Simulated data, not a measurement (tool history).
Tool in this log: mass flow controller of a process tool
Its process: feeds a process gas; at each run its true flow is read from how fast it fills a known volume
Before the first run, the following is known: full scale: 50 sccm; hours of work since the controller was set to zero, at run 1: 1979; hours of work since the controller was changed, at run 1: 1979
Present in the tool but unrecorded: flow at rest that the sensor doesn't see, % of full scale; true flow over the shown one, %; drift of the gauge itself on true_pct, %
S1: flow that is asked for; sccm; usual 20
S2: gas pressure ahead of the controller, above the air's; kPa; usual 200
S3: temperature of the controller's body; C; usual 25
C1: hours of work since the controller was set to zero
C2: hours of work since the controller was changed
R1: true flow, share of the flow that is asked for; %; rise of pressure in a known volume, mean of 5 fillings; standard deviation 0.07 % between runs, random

| run | hour | S1 | S2 | S3 | C1 | C2 | R1 |
|---|---|---|---|---|---|---|---|
| 1 | 0 | 20 | 200 | 25 | 1979 | 1979 | 98.73 |
| 2 | 58.9 | 20 | 200 | 25 | 2014 | 2014 | 98.76 |
| 3 | 164.3 | 20 | 200 | 25 | 2079 | 2079 | 98.8 |
| 4 | 225 | 20 | 200 | 25 | 2116 | 2116 | 98.74 |
| 5 | 320 | 20 | 200 | 25 | 2174 | 2174 | 98.59 |
| 6 | 459.5 | 20 | 200 | 25 | 2259 | 2259 | 98.65 |
| 7 | 517.7 | 20 | 200 | 25 | 2294 | 2294 | 98.77 |
| 8 | 639.6 | 20 | 200 | 25 | 2369 | 2369 | 98.74 |
| 9 | 716.7 | 20 | 200 | 25 | 2416 | 2416 | 98.72 |
| 10 | 840.9 | 20 | 148 | 25 | 2492 | 2492 | 98.98 |
| 11 | 925.5 | 20 | 200 | 25 | 2543 | 2543 | 98.74 |
| 12 | 1035.8 | 20 | 200 | 25 | 2611 | 2611 | 98.77 |
| 13 | 1165.8 | 20 | 200 | 25 | 2690 | 2690 | 98.69 |
| 14 | 1296.3 | 20 | 169 | 25 | 2770 | 2770 | 98.76 |
| 15 | 1368.4 | 20 | 169 | 25 | 2814 | 2814 | 98.82 |
| 16 | 1474.6 | 20 | 169 | 25 | 2878 | 2878 | 98.85 |
| 17 | 1602.8 | 23 | 200 | 25 | 2957 | 2957 | 98.79 |
| 18 | 1738 | 23 | 200 | 25 | 3039 | 3039 | 98.83 |
| 19 | 1804.9 | 23 | 200 | 23 | 3080 | 3080 | 98.62 |
| 20 | 1891.8 | 23 | 200 | 23 | 3133 | 3133 | 98.49 |
| 21 | 1972.4 | 23 | 200 | 23 | 3182 | 3182 | 98.7 |
| 22 | 2102.1 | 20 | 200 | 29 | 3261 | 3261 | 98.83 |
| 23 | 2232.4 | 20 | 200 | 25 | 3341 | 3341 | 98.7 |
| 24 | 2320.3 | 15 | 250 | 26 | 3394 | 3394 | 98.83 |
| 25 | 2448.3 | 15 | 213 | 38 | 3473 | 3473 | 99.56 |
| 26 | 2512 | 15 | 213 | 38 | 3511 | 3511 | 99.54 |
| 27 | 2634.5 | 15 | 213 | 38 | 3586 | 3586 | 99.51 |
| 28 | 2710.7 | 15 | 213 | 38 | 3633 | 3633 | 99.66 |
| 29 | 2822.1 | 46 | 213 | 21 | 3701 | 3701 | 99.24 |
| 30 | 2941.9 | 11 | 160 | 25 | 3774 | 3774 | 99.4 |
| 31 | 3070.8 | 11 | 160 | 25 | 3852 | 3852 | 99.48 |
| 32 | 3205.3 | 28 | 200 | 32 | 3934 | 3934 | 99.23 |
| 33 | 3290.5 | 28 | 200 | 32 | 3986 | 3986 | 99.17 |
| 34 | 3411.2 | 8 | 233 | 20 | 4060 | 4060 | 100 |
| 35 | 3502 | 17 | 253 | 23 | 4116 | 4116 | 98.67 |
| 36 | 3585.2 | 17 | 253 | 23 | 4166 | 4166 | 98.75 |
| 37 | 3710.6 | 8 | 200 | 25 | 4243 | 4243 | 100.29 |
| 38 | 3830.1 | 8 | 200 | 25 | 4316 | 4316 | 100.31 |
| 39 | 3938.3 | 14 | 185 | 32 | 4382 | 4382 | 99.52 |
| 40 | 4025 | 24 | 144 | 35 | 4435 | 4435 | 99.37 |
| 41 | 4122.1 | 24 | 144 | 28 | 4494 | 4494 | 99.03 |
| 42 | 4202.3 | 11 | 272 | 28 | 4543 | 4543 | 99.69 |
| 43 | 4286.2 | 5 | 274 | 24 | 4594 | 4594 | 102.49 |
| 44 | 4350.9 | 18 | 260 | 26 | 4634 | 4634 | 98.92 |
| 45 | 4429.1 | 20 | 200 | 34 | 4681 | 4681 | 99.31 |
| 46 | 4488.2 | 25 | 221 | 38 | 4717 | 4717 | 99.37 |

A few steps of R1 between consecutive runs. Split each: what settings, incoming material and random variation would produce without the hidden state, and what is left over for the hidden state, along with gauge scatter present in only one of the two compared results (measured, and without hidden state):
Run 33 -> 34: S1 28 -> 8, S2 200 -> 233, S3 32 -> 20. R1 +0.83 %: hidden state +2.45, all else -1.62.
Run 36 -> 37: S1 17 -> 8, S2 253 -> 200, S3 23 -> 25. R1 +1.54 %: hidden state +1.9, all else -0.36.
Run 42 -> 43: S1 11 -> 5, S2 272 -> 274, S3 28 -> 24. R1 +2.8 %: hidden state +3.4, all else -0.6.
Run 43 -> 44: S1 5 -> 18, S2 274 -> 260, S3 24 -> 26. R1 -3.57 %: hidden state -4.48, all else +0.91.
